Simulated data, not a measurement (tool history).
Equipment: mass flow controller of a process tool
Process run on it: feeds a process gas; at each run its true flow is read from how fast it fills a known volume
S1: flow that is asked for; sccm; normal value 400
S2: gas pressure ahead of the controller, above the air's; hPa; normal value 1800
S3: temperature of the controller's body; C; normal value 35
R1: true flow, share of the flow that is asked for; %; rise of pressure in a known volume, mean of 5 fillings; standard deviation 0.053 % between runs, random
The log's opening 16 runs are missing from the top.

run    hour   S1    S2  S3     R1
 17   963.1  400  2350  35  98.21
 18  1004.5  400  2350  35  98.17
     1009.4  -- controller's zero set anew
 19  1052.8   89  2300  35  95.24
 20  1106.6  263  1820  35  97.28
 21  1190.2  263  1820  35  97.28
 22  1239.8   50  1760  27  95.04
 23  1290.4   50  1760  27   95.1
 24  1367.3  276  2200  25  98.17
 25    1432  382  2200  26  99.02
     1491.2  -- controller's zero set anew, once more
 26  1503.7  382  2200  26  99.25
 27  1572.3   55  2660  21  97.24
 28  1641.9   52  1800  21   97.4
 29  1712.6   59  1800  35  96.09
 30    1768  352  1530  34  98.45
 31  1830.4  416  2320  35  98.39
 32  1889.6  400  1860  26  99.44
 33  1973.8  239  2250  38  97.04
 34  2015.6  239  2370  28  98.08
 35  2071.2   66  1760  35  96.08
 36  2115.9   66  1760  35  96.17

Each row is a separate what-if for the run after 36, all from the same tool condition, not one after another. Results?
  A  2187.9   66  1450  24   ?
  B  2187.9  244  2650  32   ?
  C  2187.9  400  2410  32   ?
  D  2187.9  226  1800  35   ?

run     R1
  A  97.34
  B  97.48
  C  98.67
  D   97.4
Had the tool no hidden state, the same runs would have come out as:
run     R1
  A  97.59
  B  97.39
  C  98.53
  D  97.32
